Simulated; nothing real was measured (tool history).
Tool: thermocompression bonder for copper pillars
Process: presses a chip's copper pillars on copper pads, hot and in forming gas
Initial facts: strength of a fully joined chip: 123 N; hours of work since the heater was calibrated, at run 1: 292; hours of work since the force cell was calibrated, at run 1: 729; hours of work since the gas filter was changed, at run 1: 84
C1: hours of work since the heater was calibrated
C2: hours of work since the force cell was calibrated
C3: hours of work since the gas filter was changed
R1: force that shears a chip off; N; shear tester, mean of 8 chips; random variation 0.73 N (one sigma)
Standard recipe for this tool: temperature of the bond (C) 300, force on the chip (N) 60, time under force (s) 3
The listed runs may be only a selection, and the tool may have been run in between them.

{"run": 1, "day": 0.0, "temperature of the bond (C)": 300, "force on the chip (N)": 60, "time under force (s)": 3, "C1": 292, "C2": 729, "C3": 84, "R1": 83.7}
{"run": 2, "day": 1.538, "temperature of the bond (C)": 300, "force on the chip (N)": 60, "time under force (s)": 4, "C1": 308, "C2": 745, "C3": 100, "R1": 88.6}
{"run": 3, "day": 4.075, "temperature of the bond (C)": 300, "force on the chip (N)": 60, "time under force (s)": 4, "C1": 335, "C2": 772, "C3": 127, "R1": 86.9}
{"run": 4, "day": 6.017, "temperature of the bond (C)": 300, "force on the chip (N)": 64, "time under force (s)": 3, "C1": 356, "C2": 793, "C3": 147, "R1": 81.2}
{"day": 6.217, "done": "forming gas filter changed"}
{"run": 5, "day": 7.942, "temperature of the bond (C)": 303, "force on the chip (N)": 60, "time under force (s)": 3, "C1": 376, "C2": 813, "C3": 18, "R1": 89.1}
{"run": 6, "day": 9.746, "temperature of the bond (C)": 303, "force on the chip (N)": 60, "time under force (s)": 3, "C1": 395, "C2": 832, "C3": 37, "R1": 87.1}
{"run": 7, "day": 11.638, "temperature of the bond (C)": 300, "force on the chip (N)": 60, "time under force (s)": 7, "C1": 415, "C2": 852, "C3": 57, "R1": 99.5}

Run 8 is up next; what results do you expect?
{"run": 8, "day": 12.875, "temperature of the bond (C)": 300, "force on the chip (N)": 60, "time under force (s)": 8, "C1": 428, "C2": 865, "C3": 70, "R1": "?"}

R1: 101.5 N
With no hidden state in the tool, this same run would have given R1 107.8 N.

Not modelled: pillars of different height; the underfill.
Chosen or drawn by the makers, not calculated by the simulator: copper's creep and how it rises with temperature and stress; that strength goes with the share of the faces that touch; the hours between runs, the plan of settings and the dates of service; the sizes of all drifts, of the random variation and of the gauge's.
